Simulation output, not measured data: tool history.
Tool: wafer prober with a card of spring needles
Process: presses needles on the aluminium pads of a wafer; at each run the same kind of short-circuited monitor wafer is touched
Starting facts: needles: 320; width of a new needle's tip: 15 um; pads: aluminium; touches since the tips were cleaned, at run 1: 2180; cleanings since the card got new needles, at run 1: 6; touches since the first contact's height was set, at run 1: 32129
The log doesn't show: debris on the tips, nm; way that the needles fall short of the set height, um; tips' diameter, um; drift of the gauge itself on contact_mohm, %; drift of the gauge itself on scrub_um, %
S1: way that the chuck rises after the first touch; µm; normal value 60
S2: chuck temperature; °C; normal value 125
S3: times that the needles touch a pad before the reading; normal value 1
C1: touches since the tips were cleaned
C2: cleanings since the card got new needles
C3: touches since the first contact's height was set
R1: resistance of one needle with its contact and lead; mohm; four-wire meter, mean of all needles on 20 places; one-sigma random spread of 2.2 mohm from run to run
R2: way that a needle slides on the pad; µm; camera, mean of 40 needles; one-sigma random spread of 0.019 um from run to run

run 1 hour=0.0 | S1=60 S2=125 S3=1 | C1=2180 C2=6 C3=32129 | R1=291 R2=15.47
run 2 hour=7.7 | S1=60 S2=125 S3=1 | C1=3756 C2=6 C3=33705 | R1=294 R2=15.43
-- hour=14.1 tips cleaned on abrasive film
run 3 hour=18.4 | S1=60 S2=125 S3=1 | C1=882 C2=7 C3=35896 | R1=305 R2=15.29
run 4 hour=29.0 | S1=60 S2=125 S3=1 | C1=3061 C2=7 C3=38075 | R1=311 R2=15.27
-- hour=38.4 tips cleaned on abrasive film
run 5 hour=39.3 | S1=60 S2=125 S3=1 | C1=192 C2=8 C3=40177 | R1=275 R2=15.29
run 6 hour=46.0 | S1=60 S2=125 S3=1 | C1=1572 C2=8 C3=41557 | R1=284 R2=15.27
run 7 hour=55.5 | S1=60 S2=125 S3=1 | C1=3531 C2=8 C3=43516 | R1=298 R2=15.24
-- hour=56.1 tips cleaned on abrasive film, once more
run 8 hour=65.8 | S1=65 S2=125 S3=1 | C1=2003 C2=9 C3=45620 | R1=281 R2=16.52
run 9 hour=76.5 | S1=65 S2=125 S3=1 | C1=4203 C2=9 C3=47820 | R1=291 R2=16.52
-- hour=80.2 tips cleaned on abrasive film
run 10 hour=81.0 | S1=65 S2=125 S3=1 | C1=159 C2=10 C3=48720 | R1=272 R2=16.56
run 11 hour=87.9 | S1=65 S2=125 S3=1 | C1=1592 C2=10 C3=50153 | R1=283 R2=16.50
run 12 hour=93.6 | S1=65 S2=71 S3=1 | C1=2764 C2=10 C3=51325 | R1=281 R2=16.54
run 13 hour=102.0 | S1=65 S2=71 S3=1 | C1=4494 C2=10 C3=53055 | R1=283 R2=16.51
-- hour=104.3 tips cleaned on abrasive film
run 14 hour=106.5 | S1=65 S2=71 S3=1 | C1=457 C2=11 C3=53956 | R1=263 R2=16.44
run 15 hour=115.9 | S1=60 S2=125 S3=1 | C1=2379 C2=11 C3=55878 | R1=294 R2=15.18
run 16 hour=126.2 | S1=60 S2=125 S3=1 | C1=4497 C2=11 C3=57996 | R1=295 R2=15.15
-- hour=128.8 tips cleaned on abrasive film
run 17 hour=130.7 | S1=60 S2=125 S3=1 | C1=400 C2=12 C3=58922 | R1=276 R2=15.12
run 18 hour=137.2 | S1=49 S2=57 S3=3 | C1=1732 C2=12 C3=60254 | R1=260 R2=12.24
run 19 hour=142.8 | S1=41 S2=90 S3=2 | C1=2881 C2=12 C3=61403 | R1=290 R2=10.19
-- hour=152.9 tips cleaned on abrasive film
run 20 hour=153.4 | S1=60 S2=62 S3=1 | C1=105 C2=13 C3=63560 | R1=257 R2=15.08
run 21 hour=157.7 | S1=60 S2=62 S3=1 | C1=989 C2=13 C3=64444 | R1=262 R2=15.11
run 22 hour=168.2 | S1=60 S2=62 S3=1 | C1=3163 C2=13 C3=66618 | R1=278 R2=15.10
run 23 hour=173.7 | S1=60 S2=62 S3=1 | C1=4292 C2=13 C3=67747 | R1=288 R2=15.09
-- hour=177.3 tips cleaned on abrasive film
run 24 hour=178.7 | S1=63 S2=63 S3=2 | C1=279 C2=14 C3=68750 | R1=254 R2=15.88
run 25 hour=183.2 | S1=53 S2=25 S3=3 | C1=1217 C2=14 C3=69688 | R1=250 R2=13.27
run 26 hour=190.2 | S1=43 S2=68 S3=1 | C1=2655 C2=14 C3=71126 | R1=301 R2=10.65
run 27 hour=200.1 | S1=43 S2=68 S3=1 | C1=4688 C2=14 C3=73159 | R1=316 R2=10.65
-- hour=202.0 tips cleaned on abrasive film
run 28 hour=205.0 | S1=43 S2=68 S3=1 | C1=623 C2=15 C3=74143 | R1=273 R2=10.64
run 29 hour=211.2 | S1=79 S2=63 S3=1 | C1=1911 C2=15 C3=75431 | R1=263 R2=19.97
run 30 hour=217.6 | S1=55 S2=104 S3=1 | C1=3213 C2=15 C3=76733 | R1=295 R2=13.74
-- hour=226.0 tips cleaned on abrasive film
run 31 hour=227.3 | S1=55 S2=104 S3=1 | C1=275 C2=16 C3=78716 | R1=272 R2=13.71
run 32 hour=234.1 | S1=72 S2=100 S3=1 | C1=1670 C2=16 C3=80111 | R1=278 R2=18.18
run 33 hour=241.2 | S1=63 S2=82 S3=1 | C1=3144 C2=16 C3=81585 | R1=282 R2=15.83
run 34 hour=246.3 | S1=63 S2=82 S3=1 | C1=4190 C2=16 C3=82631 | R1=291 R2=15.80

Measured less the same run without the tool's hidden state. The same run-to-run variation is in both; the gauge's scatter may not be:
run=1 R1=+21 R2=-0.19
run=2 R1=+28 R2=-0.19
run=3 R1=+41 R2=-0.32
run=4 R1=+44 R2=-0.33
run=5 R1=+5 R2=-0.36
run=6 R1=+16 R2=-0.35
run=7 R1=+28 R2=-0.35
run=8 R1=+15 R2=-0.39
run=9 R1=+26 R2=-0.40
run=10 R1=+3 R2=-0.41
run=11 R1=+14 R2=-0.42
run=12 R1=+23 R2=-0.42
run=13 R1=+30 R2=-0.42
run=14 R1=+9 R2=-0.46
run=15 R1=+23 R2=-0.46
run=16 R1=+31 R2=-0.45
run=17 R1=+6 R2=-0.49
run=18 R1=+9 R2=-0.48
run=19 R1=+27 R2=-0.48
run=20 R1=+4 R2=-0.53
run=21 R1=+13 R2=-0.52
run=22 R1=+28 R2=-0.52
run=23 R1=+34 R2=-0.53
run=24 R1=+3 R2=-0.55
run=25 R1=+7 R2=-0.55
run=26 R1=+43 R2=-0.55
run=27 R1=+61 R2=-0.55
run=28 R1=+17 R2=-0.57
run=29 R1=+14 R2=-0.57
run=30 R1=+32 R2=-0.57
run=31 R1=+8 R2=-0.60
run=32 R1=+15 R2=-0.60
run=33 R1=+27 R2=-0.60
run=34 R1=+31 R2=-0.60
